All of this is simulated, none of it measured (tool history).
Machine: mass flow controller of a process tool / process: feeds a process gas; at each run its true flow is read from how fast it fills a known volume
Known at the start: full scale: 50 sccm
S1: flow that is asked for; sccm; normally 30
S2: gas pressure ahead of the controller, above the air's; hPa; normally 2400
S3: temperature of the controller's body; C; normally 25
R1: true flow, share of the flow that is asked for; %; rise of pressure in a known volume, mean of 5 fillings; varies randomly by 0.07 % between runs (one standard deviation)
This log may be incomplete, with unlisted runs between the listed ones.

Run 1, hour 0.0: usual settings. Result: R1 100.82 %.
Run 2, hour 209.5: usual settings but S2 1820 hPa. Result: R1 101.38 %.
Run 3, hour 499.1: usual settings but S2 1820 hPa. Result: R1 101.50 %.
Run 4, hour 670.8: usual settings. Result: R1 101.01 %.
Run 5, hour 854.6: usual settings. Result: R1 101.10 %.
Run 6, hour 1102.7: usual settings. Result: R1 101.38 %.
Run 7, hour 1318.4: usual settings but S3 28 C. Result: R1 101.59 %.
Run 8, hour 1590.6: usual settings but S1 10 sccm. Result: R1 101.54 %.
Run 9, hour 1836.5: usual settings but S1 28 sccm. Result: R1 101.52 %.
Run 10, hour 2138.6: usual settings but S1 7 sccm. Result: R1 102.53 %.
Run 11, hour 2459.1: usual settings but S1 7 sccm. Result: R1 102.86 %.
Run 12, hour 2597.2: usual settings. Result: R1 101.98 %.
Run 13, hour 2905.5: usual settings but S1 15 sccm, S2 2340 hPa. Result: R1 102.03 %.
Run 14, hour 3156.9: usual settings but S1 15 sccm, S2 2340 hPa. Result: R1 101.89 %.
Run 15, hour 3322.4: usual settings but S1 24 sccm, S2 1460 hPa, S3 23 C. Result: R1 102.58 %.
Run 16, hour 3459.1: usual settings but S3 27 C. Result: R1 102.44 %.
At hour 3596.6: controller's zero set anew.
Run 17, hour 3707.6: usual settings but S2 2530 hPa. Result: R1 101.54 %.
Run 18, hour 3935.7: usual settings but S1 8 sccm, S2 2060 hPa, S3 30 C. Result: R1 100.88 %.
Run 19, hour 4189.7: usual settings but S2 1900 hPa. Result: R1 102.15 %.
Run 20, hour 4506.7: usual settings but S2 1900 hPa. Result: R1 102.33 %.
Run 21, hour 4695.1: usual settings but S2 1900 hPa. Result: R1 102.36 %.
Run 22, hour 4903.4: usual settings but S2 1900 hPa. Result: R1 102.43 %.
Run 23, hour 5120.2: usual settings but S1 42 sccm, S3 24 C. Result: R1 102.79 %.

Some steps in R1, run to run, broken into two amounts with sign: the step expected even without the hidden condition (settings, incoming material, random variation), and the rest, left for the hidden condition together with whatever gauge scatter is not in both the measured and the hidden-condition-free result:
Hidden conditions of the tool in this case: flow at rest that the sensor doesn't see, % of full scale; true flow over the shown one, %; drift of the gauge itself on true_pct, %.
Run 9 -> 10: S1 28 -> 7. R1 +1.01 %: hidden state +2.44, all else -1.43.
Run 11 -> 12: S1 7 -> 30. R1 -0.88 %: hidden state -2.40, all else +1.52.
Run 18 -> 19: S1 8 -> 30, S2 2060 -> 1900, S3 30 -> 25. R1 +1.27 %: hidden state +0.02, all else +1.25.
